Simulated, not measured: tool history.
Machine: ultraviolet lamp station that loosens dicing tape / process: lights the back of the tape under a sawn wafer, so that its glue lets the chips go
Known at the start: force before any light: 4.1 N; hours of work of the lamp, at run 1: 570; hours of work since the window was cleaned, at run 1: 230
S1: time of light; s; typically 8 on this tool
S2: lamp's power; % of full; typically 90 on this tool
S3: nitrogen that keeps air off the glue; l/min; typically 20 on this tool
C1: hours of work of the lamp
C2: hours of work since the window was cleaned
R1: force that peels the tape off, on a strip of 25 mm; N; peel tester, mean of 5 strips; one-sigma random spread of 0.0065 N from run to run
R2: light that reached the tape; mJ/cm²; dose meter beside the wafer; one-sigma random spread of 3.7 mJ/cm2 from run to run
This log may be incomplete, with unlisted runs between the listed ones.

run,day,S1,S2,S3,C1,C2,R1,R2
1,0.000,8,90,20,570,230,0.349,491
2,1.992,8,73,20,595,255,0.557,390
3,3.675,8,90,20,617,276,0.351,477
4,4.762,8,90,20,630,290,0.380,471
5,6.850,8,90,20,657,317,0.382,462
# day 7.671: window cleaned of glue's vapour
6,8.229,8,90,20,674,7,0.327,511
7,9.433,8,90,20,690,22,0.310,504
8,10.667,8,90,20,705,38,0.333,500
9,12.979,8,78,20,735,67,0.455,425
10,14.412,8,78,26,753,86,0.422,424
11,15.954,8,78,26,772,105,0.419,420
12,16.925,8,90,20,785,118,0.373,479
13,18.879,8,90,20,810,142,0.362,467
14,21.071,10,90,20,838,170,0.235,581
15,22.171,10,90,8,851,184,0.421,570
16,24.350,16,76,20,879,212,0.130,756
17,25.333,16,76,20,892,225,0.134,745
18,26.938,11,76,7,912,245,0.555,512
19,28.096,6,93,8,927,260,0.999,336
20,29.733,6,93,21,948,280,0.714,333
21,30.796,5,65,20,961,294,1.453,192
22,32.775,5,64,30,986,319,1.397,188
# day 33.342: window cleaned of glue's vapour
23,34.846,5,81,10,1012,19,1.321,262
24,36.271,8,90,9,1030,37,0.594,466
25,37.883,14,90,20,1051,58,0.121,795
26,38.850,13,89,30,1063,70,0.121,723
27,40.858,8,90,40,1089,96,0.303,441
28,42.500,8,90,40,1110,116,0.310,433
29,44.462,12,65,40,1135,141,0.293,464

Alternative continuations, all from the tool just after run 29; predict every row:
A,46.008,12,65,14,1154,161,?,?
B,46.008,8,100,12,1154,161,?,?
C,46.008,7,76,16,1154,161,?,?
D,46.008,8,100,20,1154,161,?,?
E,46.008,12,85,40,1154,161,?,?

run,R1,R2
A,0.483,457
B,0.484,471
C,0.853,311
D,0.361,471
E,0.164,600
Take away the tool's hidden state, keep each run's random variation, and the runs would have read:
run,R1,R2
A,0.223,658
B,0.217,678
C,0.454,448
D,0.154,677
E,0.092,862

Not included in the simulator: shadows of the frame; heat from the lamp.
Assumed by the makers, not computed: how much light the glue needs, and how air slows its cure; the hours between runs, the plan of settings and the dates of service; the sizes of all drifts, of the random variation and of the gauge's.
